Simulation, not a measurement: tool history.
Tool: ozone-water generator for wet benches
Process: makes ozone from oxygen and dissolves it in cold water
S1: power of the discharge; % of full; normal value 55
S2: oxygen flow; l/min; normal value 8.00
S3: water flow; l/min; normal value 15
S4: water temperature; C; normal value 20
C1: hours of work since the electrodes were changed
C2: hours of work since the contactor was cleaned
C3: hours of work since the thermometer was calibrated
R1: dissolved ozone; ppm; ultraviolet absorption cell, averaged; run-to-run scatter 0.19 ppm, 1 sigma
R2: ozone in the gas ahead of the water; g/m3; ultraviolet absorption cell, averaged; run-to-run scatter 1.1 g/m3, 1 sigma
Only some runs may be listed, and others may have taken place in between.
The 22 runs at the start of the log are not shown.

run    hour  S1    S2  S3  S4    C1   C2    C3    R1     R2
      982.3  -- contactor cleaned, once more
 23  1003.6  91  4.54  12  19  2226   16  1339  50.3  419.1
 24  1041.8  91  4.54  12  19  2255   45  1367  50.5  414.1
 25  1072.4  91  4.54  12  19  2278   68  1390  50.3  415.0
 26  1129.1  65  6.23  11  19  2320  110  1433  38.0  263.2
 27  1165.8  65  6.23  11  19  2348  138  1460  38.2  263.3
 28  1215.5  45  5.11  17  20  2385  175  1498  21.9  226.5
 29  1247.8  55  6.50  15  23  2409  199  1522  25.4  224.4
 30  1280.0  55  6.50  15  23  2433  223  1546  25.1  225.3

Estimate the outcome of run 31 from the log above:
 31  1312.6  44  7.58  16  14  2458  248  1570   ?   ?

{"run 31": {"R1": 23.3, "R2": 172.5}}
On a tool with no hidden condition, and with the same random variation, this run would have come out at R1 24.3 ppm, R2 178.5 g/m3.
